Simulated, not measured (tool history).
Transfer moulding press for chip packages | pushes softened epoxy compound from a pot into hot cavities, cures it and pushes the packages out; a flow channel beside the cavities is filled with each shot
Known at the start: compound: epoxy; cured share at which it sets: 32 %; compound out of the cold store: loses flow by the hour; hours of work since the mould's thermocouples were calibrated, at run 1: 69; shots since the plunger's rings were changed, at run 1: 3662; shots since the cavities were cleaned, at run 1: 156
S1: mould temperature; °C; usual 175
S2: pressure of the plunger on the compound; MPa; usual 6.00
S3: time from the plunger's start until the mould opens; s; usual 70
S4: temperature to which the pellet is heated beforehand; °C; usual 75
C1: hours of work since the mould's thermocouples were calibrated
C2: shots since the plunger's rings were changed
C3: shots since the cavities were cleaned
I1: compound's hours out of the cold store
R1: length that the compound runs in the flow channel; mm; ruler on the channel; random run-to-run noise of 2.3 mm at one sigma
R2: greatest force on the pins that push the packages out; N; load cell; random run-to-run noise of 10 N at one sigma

run   hour   S1    S2  S3  S4   C1    C2   C3    I1   R1   R2
  1    0.0  175  6.00  70  75   69  3662  156  30.8  620  613
      19.6  -- plunger's sealing rings changed
  2   21.5  175  5.31  70  75   81    33  485  11.8  651  791
      27.9  -- cavities cleaned with cleaning compound and waxed
  3   32.9  175  5.31  70  75   87   206   87  38.8  608  524
  4   51.3  175  6.00  70  75   99   524  405  47.7  633  703
      61.6  -- cavities cleaned with cleaning compound and waxed
  5   62.2  175  6.00  70  75  106   687   11  46.4  633  477
  6   81.1  175  6.00  70  75  118  1014  338  46.9  631  656
      96.4  -- cavities cleaned with cleaning compound and waxed
  7   98.9  175  6.00  70  75  129  1296   42  37.4  638  499
  8  109.2  175  5.12  70  75  135  1475  221  15.9  618  625
  9  122.8  175  5.12  70  75  144  1711  457  19.5  608  768
     130.6  -- cavities cleaned with cleaning compound and waxed
 10  132.6  175  5.12  70  75  150  1855   34  31.3  590  505
 11  143.2  175  5.12  70  75  156  2039  218   8.7  621  650
 12  158.3  175  5.12  70  75  166  2301  480  23.7  601  756
     164.6  -- cavities cleaned with cleaning compound and waxed
 13  174.6  175  5.12  70  75  176  2557  174  23.5  596  602
 14  186.7  175  6.00  70  79  184  2766  383  22.8  644  714
     199.0  -- cavities cleaned with cleaning compound and waxed
 15  205.9  175  6.00  70  79  195  3074  121  19.1  648  564

What does the tool deliver on the next run?
 16  219.5  175  6.00  52  80  204  3309  356  8.8   ?   ?

{"run 16": {"R1": 659, "R2": 1510}}
Minus the tool's unlogged condition, the same run would have read R1 700 mm, R2 1010 N.
